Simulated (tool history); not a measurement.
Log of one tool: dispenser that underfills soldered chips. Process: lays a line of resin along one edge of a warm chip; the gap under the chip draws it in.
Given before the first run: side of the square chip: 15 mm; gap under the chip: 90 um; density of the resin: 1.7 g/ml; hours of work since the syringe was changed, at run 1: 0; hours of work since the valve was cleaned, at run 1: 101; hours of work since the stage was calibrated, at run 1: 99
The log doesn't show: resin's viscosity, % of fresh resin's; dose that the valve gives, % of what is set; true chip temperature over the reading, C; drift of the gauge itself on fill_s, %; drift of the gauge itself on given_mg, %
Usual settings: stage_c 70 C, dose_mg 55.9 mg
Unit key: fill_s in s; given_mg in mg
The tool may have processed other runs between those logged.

run,hour,stage_c,dose_mg,hours of work since the syringe was changed,hours of work since the valve was cleaned,hours of work since the stage was calibrated,fill_s,given_mg
1,0.0,70,55.9,0,101,99,124.9,50.48
2,3.4,70,55.9,3,104,101,151.5,50.26
# hour 9.0: new syringe of resin
3,9.0,70,55.9,0,108,105,124.4,50.00
# hour 13.6: dispensing valve cleaned and set on the balance
4,13.6,70,55.9,3,0,108,150.1,55.73
5,16.3,70,55.9,4,2,110,179.7,55.40
# hour 19.4: new syringe of resin
6,19.7,70,55.9,0,4,112,124.0,55.45
7,24.8,70,55.9,4,8,116,168.3,54.80
8,27.6,70,55.9,6,10,118,195.9,54.88
# hour 28.9: new syringe of resin
9,30.9,70,55.9,1,12,120,144.8,55.01
10,36.8,70,55.9,6,16,124,194.5,54.75
# hour 38.0: new syringe of resin
11,40.3,70,55.9,2,18,126,139.1,54.50
12,43.2,70,55.9,4,21,128,167.0,54.49
13,46.1,70,55.9,6,23,130,201.2,54.66
# hour 46.9: new syringe of resin
14,51.4,70,55.9,3,26,134,157.3,54.58
15,55.2,82,48.9,6,29,137,133.3,47.67
# hour 56.0: new syringe of resin
16,58.4,66,55.5,2,31,139,162.2,53.52
17,60.8,56,60.1,3,33,141,274.9,58.16
# hour 65.1: new syringe of resin
18,66.4,61,64.7,1,37,144,185.1,62.23
19,71.3,61,64.7,4,40,148,244.8,61.79
# hour 74.5: new syringe of resin
20,75.7,64,56.5,1,43,151,167.8,54.32
21,80.6,64,56.5,4,47,154,224.5,54.03
# hour 83.5: new syringe of resin
22,85.7,71,72.4,2,50,158,132.9,69.16
23,88.1,60,58.6,3,52,160,233.4,55.76
24,91.9,73,67.7,6,54,162,175.9,64.37
# hour 92.5: new syringe of resin
25,95.9,73,67.7,2,57,165,133.1,64.11
26,100.3,63,67.7,6,60,168,246.2,64.07
# hour 102.0: new syringe of resin
27,103.5,73,55.4,1,62,170,123.1,51.99

Consider 5 possible next runs. They are alternatives, not a sequence: every one starts from the tool as it was left by run 27. What does each give?
A,106.8,69,63.5,3,65,173,?,?
B,106.8,73,68.2,3,65,173,?,?
C,106.8,74,61.7,3,65,173,?,?
D,106.8,66,59.4,3,65,173,?,?
E,106.8,68,55.5,3,65,173,?,?

run,fill_s,given_mg
A,169.9,59.39
B,146.8,63.89
C,142.0,58.05
D,190.9,55.70
E,177.4,51.68
Stripped of hidden state, with their random variation kept, the same runs would have yielded:
run,fill_s,given_mg
A,124.2,63.34
B,107.5,68.13
C,103.8,61.90
D,139.2,59.40
E,129.1,55.12
